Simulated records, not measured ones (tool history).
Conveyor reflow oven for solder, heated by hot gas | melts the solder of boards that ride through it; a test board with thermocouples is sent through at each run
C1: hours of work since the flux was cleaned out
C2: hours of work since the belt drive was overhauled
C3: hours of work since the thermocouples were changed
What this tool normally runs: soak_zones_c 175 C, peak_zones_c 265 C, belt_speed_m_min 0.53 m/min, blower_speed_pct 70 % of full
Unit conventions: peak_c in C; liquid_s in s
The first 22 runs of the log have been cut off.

Run 23, hour 273.6: usual settings but soak_zones_c 181 C, belt_speed_m_min 0.632 m/min; C1 457; C2 156; C3 156. Result: peak_c 244.7 C, liquid_s 52.5 s.
Run 24, hour 286.1: usual settings but belt_speed_m_min 0.507 m/min, blower_speed_pct 89 % of full; C1 463; C2 162; C3 162. Result: peak_c 254.1 C, liquid_s 74.7 s.
Run 25, hour 296.2: usual settings but belt_speed_m_min 0.507 m/min, blower_speed_pct 89 % of full; C1 468; C2 167; C3 167. Result: peak_c 254.3 C, liquid_s 74.6 s.
Run 26, hour 311.7: usual settings but soak_zones_c 178 C, belt_speed_m_min 0.632 m/min; C1 476; C2 174; C3 174. Result: peak_c 244.1 C, liquid_s 50.5 s.
Run 27, hour 320.9: usual settings but soak_zones_c 190 C, blower_speed_pct 55 % of full; C1 480; C2 179; C3 179. Result: peak_c 249.2 C, liquid_s 71.8 s.
At hour 329.8: flux residue cleaned out of gas plates and filters.
Run 28, hour 343.5: usual settings but soak_zones_c 190 C, peak_zones_c 260 C, belt_speed_m_min 0.505 m/min, blower_speed_pct 82 % of full; C1 7; C2 187; C3 187. Result: peak_c 253.1 C, liquid_s 82.4 s.
Run 29, hour 350.9: usual settings but soak_zones_c 185 C, peak_zones_c 273 C, belt_speed_m_min 0.505 m/min, blower_speed_pct 82 % of full; C1 10; C2 191; C3 191. Result: peak_c 264.4 C, liquid_s 86.6 s.
Run 30, hour 359.7: usual settings but soak_zones_c 185 C, peak_zones_c 273 C, belt_speed_m_min 0.505 m/min, blower_speed_pct 51 % of full; C1 15; C2 195; C3 195. Result: peak_c 257.5 C, liquid_s 81.3 s.
Run 31, hour 373.1: usual settings but soak_zones_c 185 C, peak_zones_c 274 C, blower_speed_pct 51 % of full; C1 21; C2 202; C3 202. Result: peak_c 257.4 C, liquid_s 76.3 s.

Forecast each of these 3 alternatives for the next run:
Run A, hour 384.3: usual settings but soak_zones_c 185 C, belt_speed_m_min 0.634 m/min, blower_speed_pct 65 % of full; C1 27; C2 207; C3 207. Result: peak_c ?, liquid_s ?.
Run B, hour 384.3: usual settings but soak_zones_c 190 C, peak_zones_c 255 C, belt_speed_m_min 0.421 m/min; C1 27; C2 207; C3 207. Result: peak_c ?, liquid_s ?.
Run C, hour 384.3: usual settings but belt_speed_m_min 0.624 m/min; C1 27; C2 207; C3 207. Result: peak_c ?, liquid_s ?.

run  peak_c  liquid_s
  A   247.7      57.2
  B   249.3      97.4
  C   247.3        54
Without the tool's unlogged condition, the same runs would have read:
run  peak_c  liquid_s
  A     248      57.1
  B   249.5        97
  C   247.6        54
